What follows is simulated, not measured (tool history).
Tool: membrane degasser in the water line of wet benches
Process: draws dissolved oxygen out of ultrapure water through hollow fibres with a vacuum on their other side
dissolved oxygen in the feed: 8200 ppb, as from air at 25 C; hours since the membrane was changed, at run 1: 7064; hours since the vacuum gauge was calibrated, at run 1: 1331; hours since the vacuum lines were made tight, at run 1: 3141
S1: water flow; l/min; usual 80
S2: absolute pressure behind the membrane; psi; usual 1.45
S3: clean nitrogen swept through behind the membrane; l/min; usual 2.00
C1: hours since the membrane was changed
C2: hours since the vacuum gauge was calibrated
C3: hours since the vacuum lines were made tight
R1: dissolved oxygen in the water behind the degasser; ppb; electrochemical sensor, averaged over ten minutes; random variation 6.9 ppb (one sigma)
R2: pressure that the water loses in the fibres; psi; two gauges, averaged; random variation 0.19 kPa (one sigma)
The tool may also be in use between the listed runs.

| run | day | S1 | S2 | S3 | C1 | C2 | C3 | R1 | R2 |
|---|---|---|---|---|---|---|---|---|---|
| 1 | 0.000 | 80 | 1.45 | 2.00 | 7064 | 1331 | 3141 | 696.5 | 5.516 |
| 2 | 5.712 | 80 | 1.45 | 2.00 | 7201 | 1469 | 3278 | 680.9 | 5.511 |
| 3 | 11.967 | 77 | 1.45 | 2.00 | 7351 | 1619 | 3428 | 654.1 | 5.342 |
| 4 | 18.796 | 77 | 1.45 | 2.00 | 7515 | 1783 | 3592 | 653.9 | 5.368 |
| 5 | 24.642 | 77 | 1.45 | 2.00 | 7655 | 1923 | 3732 | 654.0 | 5.326 |
| 6 | 31.104 | 77 | 1.45 | 1.49 | 7810 | 2078 | 3887 | 779.8 | 5.340 |
| 7 | 34.821 | 77 | 1.45 | 1.49 | 7899 | 2167 | 3976 | 788.4 | 5.391 |
| 8 | 38.283 | 77 | 1.45 | 1.49 | 7983 | 2250 | 4060 | 774.5 | 5.368 |
| 9 | 41.796 | 77 | 2.16 | 1.49 | 8067 | 2335 | 4144 | 1172.1 | 5.352 |
| 10 | 47.379 | 80 | 1.45 | 0.92 | 8201 | 2469 | 4278 | 1043.0 | 5.613 |
| 11 | 50.842 | 80 | 1.45 | 2.00 | 8284 | 2552 | 4361 | 698.2 | 5.572 |
| 12 | 55.442 | 80 | 1.36 | 2.00 | 8394 | 2662 | 4471 | 652.8 | 5.524 |
| 13 | 62.704 | 80 | 1.36 | 2.00 | 8569 | 2836 | 4646 | 654.8 | 5.638 |
| 14 | 69.238 | 80 | 1.36 | 2.00 | 8725 | 2993 | 4802 | 644.2 | 5.617 |
| 15 | 76.017 | 80 | 1.36 | 2.00 | 8888 | 3156 | 4965 | 644.3 | 5.588 |
| 16 | 79.800 | 80 | 1.36 | 2.00 | 8979 | 3247 | 5056 | 646.3 | 5.590 |
| 17 | 85.608 | 120 | 2.61 | 0.93 | 9118 | 3386 | 5195 | 2500.0 | 8.408 |
| 18 | 92.546 | 64 | 1.45 | 1.17 | 9285 | 3553 | 5362 | 743.1 | 4.489 |
| 19 | 96.167 | 89 | 2.76 | 5.11 | 9372 | 3639 | 5449 | 803.3 | 6.273 |
| 20 | 101.008 | 64 | 2.80 | 4.36 | 9488 | 3756 | 5565 | 601.4 | 4.506 |
| 21 | 107.388 | 64 | 2.80 | 2.83 | 9641 | 3909 | 5718 | 824.9 | 4.545 |
| 22 | 111.083 | 64 | 2.80 | 2.83 | 9730 | 3997 | 5807 | 828.6 | 4.560 |
| 23 | 114.204 | 68 | 1.93 | 1.46 | 9805 | 4072 | 5882 | 938.7 | 4.809 |
| 24 | 119.950 | 68 | 1.93 | 1.46 | 9942 | 4210 | 6019 | 938.0 | 4.837 |
|  | 123.929 | gauge calibrated |
| 25 | 126.171 | 89 | 1.93 | 0.83 | 10092 | 4360 | 6169 | 1637.6 | 6.138 |
| 26 | 129.512 | 80 | 1.67 | 0.93 | 10172 | 4440 | 6249 | 1209.9 | 5.474 |
| 27 | 133.971 | 80 | 2.26 | 1.20 | 10279 | 4547 | 6356 | 1450.1 | 5.545 |
| 28 | 139.271 | 109 | 1.20 | 2.00 | 10406 | 4674 | 6483 | 858.2 | 7.527 |
| 29 | 146.638 | 50 | 3.39 | 2.90 | 10583 | 4851 | 6660 | 762.0 | 3.488 |
| 30 | 149.692 | 50 | 3.39 | 5.46 | 10656 | 4924 | 6733 | 454.3 | 3.493 |
| 31 | 154.475 | 100 | 1.45 | 2.00 | 10771 | 5039 | 6848 | 909.4 | 6.936 |
| 32 | 158.704 | 119 | 1.45 | 2.00 | 10873 | 5140 | 6950 | 1109.1 | 8.277 |

Hidden state or all else? Some run-to-run changes of R2, split into what the settings, what came in and random variation would give without the hidden state, and what is left for the hidden state (with any gauge scatter that isn't in both results):
The hidden state here: membrane still open, %; true pressure behind the membrane over the reading, kPa; air that leaks in behind the membrane, l/min; drift of the gauge itself on oxygen_ppb, %; drift of the gauge itself on loss_of_pressure_kpa, %.
Run 16 -> 17: S1 80 -> 120, S2 1.36 -> 2.61, S3 2.00 -> 0.93. R2 +2.818 psi: hidden state +0.067, all else +2.751.
Run 17 -> 18: S1 120 -> 64, S2 2.61 -> 1.45, S3 0.93 -> 1.17. R2 -3.919 psi: hidden state -0.077, all else -3.842.
Run 24 -> 25: S1 68 -> 89, S3 1.46 -> 0.83, gauge calibrated. R2 +1.301 psi: hidden state -0.132, all else +1.433.
Run 28 -> 29: S1 109 -> 50, S2 1.20 -> 3.39, S3 2.00 -> 2.90. R2 -4.039 psi: hidden state -0.012, all else -4.028.
Run 30 -> 31: S1 50 -> 100, S2 3.39 -> 1.45, S3 5.46 -> 2.00. R2 +3.443 psi: hidden state +0.033, all else +3.410.
